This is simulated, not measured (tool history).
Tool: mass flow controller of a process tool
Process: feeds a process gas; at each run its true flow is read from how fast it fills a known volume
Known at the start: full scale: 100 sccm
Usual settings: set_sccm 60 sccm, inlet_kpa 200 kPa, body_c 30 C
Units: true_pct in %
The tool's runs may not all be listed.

{"run": 1, "day": 0.0, "set_sccm": 60, "inlet_kpa": 200, "body_c": 30, "true_pct": 99.49}
{"run": 2, "day": 6.271, "set_sccm": 60, "inlet_kpa": 200, "body_c": 30, "true_pct": 99.39}
{"run": 3, "day": 11.292, "set_sccm": 60, "inlet_kpa": 200, "body_c": 29, "true_pct": 99.26}
{"run": 4, "day": 14.696, "set_sccm": 60, "inlet_kpa": 200, "body_c": 29, "true_pct": 99.2}
{"run": 5, "day": 21.292, "set_sccm": 60, "inlet_kpa": 200, "body_c": 29, "true_pct": 99.06}
{"run": 6, "day": 27.938, "set_sccm": 60, "inlet_kpa": 200, "body_c": 29, "true_pct": 98.95}
{"run": 7, "day": 33.483, "set_sccm": 60, "inlet_kpa": 200, "body_c": 22, "true_pct": 98.4}
{"run": 8, "day": 37.942, "set_sccm": 60, "inlet_kpa": 200, "body_c": 22, "true_pct": 98.25}
{"run": 9, "day": 44.396, "set_sccm": 60, "inlet_kpa": 159, "body_c": 30, "true_pct": 98.93}
{"run": 10, "day": 50.183, "set_sccm": 29, "inlet_kpa": 177, "body_c": 30, "true_pct": 97.98}
{"run": 11, "day": 57.45, "set_sccm": 29, "inlet_kpa": 177, "body_c": 30, "true_pct": 98.07}
{"run": 12, "day": 63.279, "set_sccm": 29, "inlet_kpa": 177, "body_c": 30, "true_pct": 97.8}
{"run": 13, "day": 68.621, "set_sccm": 26, "inlet_kpa": 242, "body_c": 30, "true_pct": 97.42}
{"run": 14, "day": 75.158, "set_sccm": 26, "inlet_kpa": 242, "body_c": 30, "true_pct": 97.2}

Run 15 comes next. What will it give?
{"run": 15, "day": 78.379, "set_sccm": 26, "inlet_kpa": 242, "body_c": 30, "true_pct": "?"}

true_pct: 97.12 %
Without the tool's hidden state the same run would have given true_pct 98.51 %.
